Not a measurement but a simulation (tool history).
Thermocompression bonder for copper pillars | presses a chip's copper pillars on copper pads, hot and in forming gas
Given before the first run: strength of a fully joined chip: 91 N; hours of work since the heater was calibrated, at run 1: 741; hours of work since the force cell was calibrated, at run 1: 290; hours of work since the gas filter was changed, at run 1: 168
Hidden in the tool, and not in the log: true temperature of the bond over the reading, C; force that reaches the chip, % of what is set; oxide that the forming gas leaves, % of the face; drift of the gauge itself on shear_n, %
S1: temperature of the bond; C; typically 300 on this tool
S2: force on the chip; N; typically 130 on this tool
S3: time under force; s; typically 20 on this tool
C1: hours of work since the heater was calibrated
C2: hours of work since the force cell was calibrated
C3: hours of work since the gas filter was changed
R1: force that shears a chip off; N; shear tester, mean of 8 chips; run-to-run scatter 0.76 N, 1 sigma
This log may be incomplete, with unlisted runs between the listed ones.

run,hour,S1,S2,S3,C1,C2,C3,R1
1,0,300,130,20,741,290,168,62.6
2,37.7,300,130,57,758,307,185,76.9
3,109.8,300,130,57,790,339,218,76.1
4,181.6,300,124,20,823,371,250,58
5,226.1,300,124,20,843,391,270,57.9
6,296.5,300,130,35,874,423,302,67.7
7,342.7,300,181,20,895,444,323,66.8
# hour 366.6: forming gas filter changed
8,416.3,300,181,20,928,477,22,69.6
9,466.8,300,181,20,951,500,45,69.4
10,528.6,275,181,20,979,527,73,58.1
11,575.5,318,181,20,1000,549,94,76
12,621.2,318,181,20,1020,569,115,77.3
13,690.4,318,181,20,1051,600,146,76.6
14,750.5,318,181,20,1079,627,173,74.6
15,786.7,300,124,20,1095,644,189,59.1
16,844.4,300,130,20,1121,670,215,61.3
17,901.1,300,130,20,1146,695,241,58.5
18,954.4,300,130,10,1170,719,265,48.7
19,986.6,300,130,10,1185,734,279,48.5
20,1055.1,285,130,20,1216,765,310,51.9
21,1092,318,130,26,1232,781,327,69.6
# hour 1110.1: forming gas filter changed
22,1136.1,318,130,26,1252,801,12,76
23,1200,318,130,26,1281,830,41,74.7
24,1242.1,318,130,26,1300,849,59,75
25,1297.9,318,130,26,1325,874,85,74
26,1342.6,318,84,11,1345,894,105,48.6
27,1401.4,318,170,12,1371,920,131,66.1

Run 28 has not been measured yet. What should we expect?
28,1458.9,326,170,39,1397,946,157,?

{"run 28": {"R1": 83.2}}
Had the tool carried no hidden state, the very same run would have given R1 87.3 N.
